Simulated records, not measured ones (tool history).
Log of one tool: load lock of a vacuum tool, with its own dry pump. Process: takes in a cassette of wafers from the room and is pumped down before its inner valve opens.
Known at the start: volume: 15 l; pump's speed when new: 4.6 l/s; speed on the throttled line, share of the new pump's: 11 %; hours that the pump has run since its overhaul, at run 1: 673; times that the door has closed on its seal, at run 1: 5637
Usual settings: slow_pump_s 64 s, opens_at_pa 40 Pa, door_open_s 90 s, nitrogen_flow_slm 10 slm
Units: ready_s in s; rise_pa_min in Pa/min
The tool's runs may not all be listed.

run,hour,slow_pump_s,opens_at_pa,door_open_s,nitrogen_flow_slm,hours that the pump has run since its overhaul,times that the door has closed on its seal,"incoming humidity of the room's air, %",ready_s,rise_pa_min
1,0.0,64,40,90,10,673,5637,42.5,83.2,0.100
2,100.9,64,76,90,10,774,5884,45.3,80.7,0.103
3,159.0,64,76,90,33,833,6027,46.9,80.7,0.066
4,264.6,64,76,90,33,938,6286,43.4,81.0,0.059
5,366.0,78,40,90,10,1040,6535,43.4,95.7,0.098
6,421.8,78,40,90,10,1095,6671,43.4,95.6,0.099
7,508.8,78,40,90,10,1182,6885,44.6,95.7,0.099
8,608.6,64,46,90,10,1282,7130,44.6,82.8,0.100
9,665.7,64,40,90,10,1339,7270,42.4,83.3,0.097
10,722.1,64,40,90,10,1396,7408,43.2,82.6,0.096
11,785.9,64,40,90,10,1459,7564,44.9,82.9,0.093
12,840.8,64,40,90,10,1514,7699,48.6,83.0,0.110
13,973.5,64,40,90,10,1647,8025,49.4,82.8,0.111
14,1075.9,64,40,90,10,1749,8276,44.9,83.5,0.101
15,1139.1,64,40,90,10,1813,8431,46.3,83.1,0.098
16,1242.2,108,40,90,10,1916,8684,47.7,122.3,0.111
17,1370.5,108,40,90,10,2044,8998,43.6,122.9,0.098
18,1490.1,108,40,90,10,2164,9292,46.4,122.3,0.108
19,1611.6,64,40,139,10,2285,9590,41.4,83.7,0.126
20,1700.6,40,72,90,10,2374,9808,46.7,59.8,0.104
21,1815.7,64,72,60,10,2489,10090,48.2,80.7,0.084
22,1933.4,64,28,182,10,2607,10379,45.1,84.2,0.167
23,1990.8,64,40,90,23,2664,10520,45.8,82.6,0.073
24,2115.7,64,40,90,23,2789,10826,45.8,83.1,0.075
25,2240.9,64,33,46,23,2914,11133,41.8,83.7,0.051
26,2362.2,64,33,90,10,3036,11430,41.8,83.8,0.093
27,2443.0,64,33,90,10,3116,11628,44.5,83.9,0.099
28,2529.7,64,33,90,10,3203,11841,42.7,83.3,0.097
29,2645.4,64,33,90,10,3319,12125,46.8,84.3,0.104
30,2701.4,64,33,90,10,3375,12262,46.6,83.7,0.104
31,2788.6,64,44,55,10,3462,12476,45.1,82.8,0.072
32,2846.5,64,44,55,10,3520,12618,44.1,82.7,0.066
33,2923.4,64,44,55,10,3597,12807,43.3,82.9,0.075
34,3015.5,64,44,55,10,3689,13033,44.6,83.2,0.073
35,3101.6,64,44,55,10,3775,13244,43.6,82.4,0.075
36,3167.0,121,37,157,10,3840,13404,46.2,134.8,0.150

5 ways to go on from here, each from the tool as it stands after run 36. What would each give?
A,3264.6,79,37,157,17,3938,13643,45.6,?,?
B,3264.6,121,37,56,10,3938,13643,47.4,?,?
C,3264.6,121,37,54,10,3938,13643,46.4,?,?
D,3264.6,42,37,157,10,3938,13643,41.0,?,?
E,3264.6,121,40,90,15,3938,13643,45.0,?,?

run,ready_s,rise_pa_min
A,97.0,0.129
B,134.0,0.074
C,134.2,0.074
D,63.6,0.132
E,134.5,0.089
Without the tool's hidden state the same runs would have given:
run,ready_s,rise_pa_min
A,97.0,0.128
B,134.0,0.073
C,134.2,0.074
D,63.5,0.131
E,134.5,0.088
